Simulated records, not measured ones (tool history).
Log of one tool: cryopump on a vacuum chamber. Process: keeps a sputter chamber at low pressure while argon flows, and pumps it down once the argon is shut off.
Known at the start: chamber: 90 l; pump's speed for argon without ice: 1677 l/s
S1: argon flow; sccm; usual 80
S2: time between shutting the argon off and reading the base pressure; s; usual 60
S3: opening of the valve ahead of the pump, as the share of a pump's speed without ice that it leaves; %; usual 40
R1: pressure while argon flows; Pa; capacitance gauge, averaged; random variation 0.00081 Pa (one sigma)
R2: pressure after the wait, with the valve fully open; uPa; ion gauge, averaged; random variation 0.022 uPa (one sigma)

run	hour	S1	S2	S3	R1	R2
1	0.0	80	60	40	0.2113	1.08
2	62.1	80	60	40	0.2147	1.15
3	98.0	80	60	40	0.2152	1.11
# hour 134.3: leaking fittings of the chamber tightened, without venting
4	166.3	80	60	40	0.2144	0.62
# hour 178.3: pump warmed up, emptied and cooled again
5	220.0	80	60	40	0.2040	0.60
6	275.8	80	60	40	0.2054	0.61
7	361.6	80	60	40	0.2043	0.59
8	419.1	115	60	40	0.2951	0.58
9	491.9	80	60	36	0.2297	0.63
10	551.9	80	60	40	0.2060	0.63
11	634.9	80	60	40	0.2083	0.64
12	702.7	80	60	40	0.2096	0.64
13	774.9	80	60	40	0.2118	0.64
14	840.5	80	60	40	0.2113	0.71
15	889.6	80	60	40	0.2119	0.69
16	928.4	80	60	17	0.4828	0.70
17	971.2	80	60	17	0.4850	0.73
18	1031.1	128	98	17	0.7840	0.57
# hour 1065.7: pump warmed up, emptied and cooled again
19	1121.1	57	60	59	0.0985	0.68
20	1186.4	69	31	40	0.1766	1.05
21	1223.7	119	31	45	0.2710	1.03
22	1306.8	86	60	41	0.2161	0.70
23	1384.1	53	60	40	0.1379	0.72
24	1432.9	80	36	23	0.3571	0.90
25	1486.0	83	21	18	0.4712	1.45
26	1547.0	83	45	21	0.4077	0.81
27	1583.3	129	58	23	0.5801	0.74
28	1627.2	129	92	49	0.2796	0.59
29	1707.1	51	144	33	0.1618	0.51
30	1745.9	95	144	53	0.1929	0.56
31	1809.6	39	48	37	0.1110	0.88
32	1854.5	114	60	30	0.4000	0.77
33	1932.7	64	79	25	0.2696	0.72

The same runs without the tool's hidden state, with the same run-to-run variation:
The hidden state here: pump's speed, % of a pump's without ice; cold plate's temperature, K; leak into the chamber, uPa l/s; drift of the gauge itself on working_pa, %; drift of the gauge itself on base_upa, %.
run	R1	R2
1	0.2002	0.55
2	0.2025	0.59
3	0.2025	0.55
4	0.2007	0.57
5	0.2023	0.57
6	0.2031	0.58
7	0.2008	0.55
8	0.2890	0.53
9	0.2245	0.57
10	0.2001	0.56
11	0.2011	0.56
12	0.2015	0.55
13	0.2026	0.54
14	0.2011	0.59
15	0.2010	0.57
16	0.4713	0.58
17	0.4727	0.60
18	0.7624	0.43
19	0.0974	0.57
20	0.1745	0.93
21	0.2666	0.90
22	0.2117	0.56
23	0.1345	0.56
24	0.3513	0.75
25	0.4643	1.29
26	0.4000	0.64
27	0.5673	0.56
28	0.2659	0.41
29	0.1557	0.31
30	0.1807	0.35
31	0.1055	0.66
32	0.3829	0.55
33	0.2589	0.48

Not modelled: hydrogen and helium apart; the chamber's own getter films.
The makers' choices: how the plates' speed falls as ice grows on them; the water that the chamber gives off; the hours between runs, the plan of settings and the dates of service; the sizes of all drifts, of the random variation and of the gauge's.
